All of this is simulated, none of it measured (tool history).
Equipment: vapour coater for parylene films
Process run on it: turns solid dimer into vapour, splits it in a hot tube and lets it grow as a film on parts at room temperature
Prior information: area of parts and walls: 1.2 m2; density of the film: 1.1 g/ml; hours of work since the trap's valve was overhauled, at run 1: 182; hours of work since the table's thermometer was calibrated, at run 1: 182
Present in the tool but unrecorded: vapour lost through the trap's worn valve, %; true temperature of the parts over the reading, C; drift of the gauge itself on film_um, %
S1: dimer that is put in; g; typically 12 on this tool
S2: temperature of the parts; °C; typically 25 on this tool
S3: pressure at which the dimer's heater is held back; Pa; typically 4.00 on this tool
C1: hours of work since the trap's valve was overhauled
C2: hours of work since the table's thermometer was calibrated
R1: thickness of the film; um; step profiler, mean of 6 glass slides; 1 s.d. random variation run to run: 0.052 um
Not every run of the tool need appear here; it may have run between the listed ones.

run,day,S1,S2,S3,C1,C2,R1
1,0.000,12,25,4.00,182,182,5.31
2,1.071,12,25,4.00,199,199,5.26
# day 2.221: trap's valve overhauled
3,2.812,12,25,2.83,9,223,6.18
4,4.362,12,25,4.00,33,247,5.91
5,5.800,12,25,4.00,55,270,5.81
6,7.062,12,25,4.00,75,289,5.60
7,8.412,12,25,4.00,96,310,5.63
8,9.638,11,25,4.00,115,329,5.07
9,11.421,12,25,3.09,142,356,5.64
10,12.517,12,25,3.09,159,373,5.48
11,14.025,12,25,3.09,182,397,5.44
12,15.396,12,25,4.00,204,418,5.27
# day 16.275: trap's valve overhauled
13,16.442,12,25,4.00,3,431,5.99
14,17.392,12,25,4.00,17,446,5.91
15,18.938,12,25,4.00,41,470,5.90
16,20.508,12,25,4.00,65,494,5.86
17,21.267,12,25,4.00,77,506,5.77
18,22.404,12,25,4.00,95,524,5.58
19,23.179,12,25,4.00,107,536,5.63
20,24.612,12,25,4.00,129,558,5.47
21,25.967,12,25,4.00,150,579,5.44
22,27.058,12,25,4.00,167,595,5.32
23,28.417,12,25,9.52,188,616,4.79
24,29.608,12,25,2.20,206,635,5.51
# day 30.338: trap's valve overhauled
25,30.525,10,25,6.72,3,646,4.73
26,32.004,10,25,6.72,26,669,4.62
27,32.988,10,25,6.72,41,685,4.61
28,34.258,16,34,4.00,61,704,6.05
29,35.638,13,32,7.98,82,725,4.84
30,36.617,11,32,7.98,97,741,3.94
31,37.375,11,21,5.11,109,752,5.61
32,38.288,7,27,5.11,123,766,2.99
33,39.700,7,27,5.11,145,788,2.95
34,40.433,7,27,5.11,156,800,2.95
35,41.979,12,25,2.09,180,823,5.63
36,43.142,11,33,2.09,198,841,4.12
37,44.100,20,20,4.00,213,856,10.01
# day 44.350: trap's valve overhauled
38,45.442,9,19,2.07,17,874,5.67
39,46.283,9,25,10.38,30,887,4.08
40,47.608,8,25,6.49,50,908,3.69
41,48.400,19,36,2.60,63,920,7.11
42,49.421,18,26,11.63,78,936,7.46
43,50.221,18,19,7.11,91,948,9.23
44,51.933,18,19,2.30,117,975,10.25
45,52.983,17,25,3.27,133,991,7.76
46,53.850,11,22,8.67,147,1004,4.94
47,54.717,11,22,8.67,160,1018,4.87
48,55.604,11,22,8.67,174,1031,4.91

Selected run-to-run steps in R1, each split into two signed amounts: the part the tool would show with no hidden state at all (from settings, incoming material and random variation), and the remainder, which goes to the hidden state together with any gauge scatter not common to the measured and the hidden-state-free results:
Run 24 -> 25: S1 12 -> 10, S3 2.20 -> 6.72, trap's valve overhauled. R1 -0.78 um: hidden state +0.82, all else -1.60.
Run 36 -> 37: S1 11 -> 20, S2 33 -> 20, S3 2.09 -> 4.00. R1 +5.89 um: hidden state -1.02, all else +6.91.
Run 37 -> 38: S1 20 -> 9, S2 20 -> 19, S3 4.00 -> 2.07, trap's valve overhauled. R1 -4.34 um: hidden state +1.49, all else -5.83.
Run 40 -> 41: S1 8 -> 19, S2 25 -> 36, S3 6.49 -> 2.60. R1 +3.42 um: hidden state -0.22, all else +3.64.
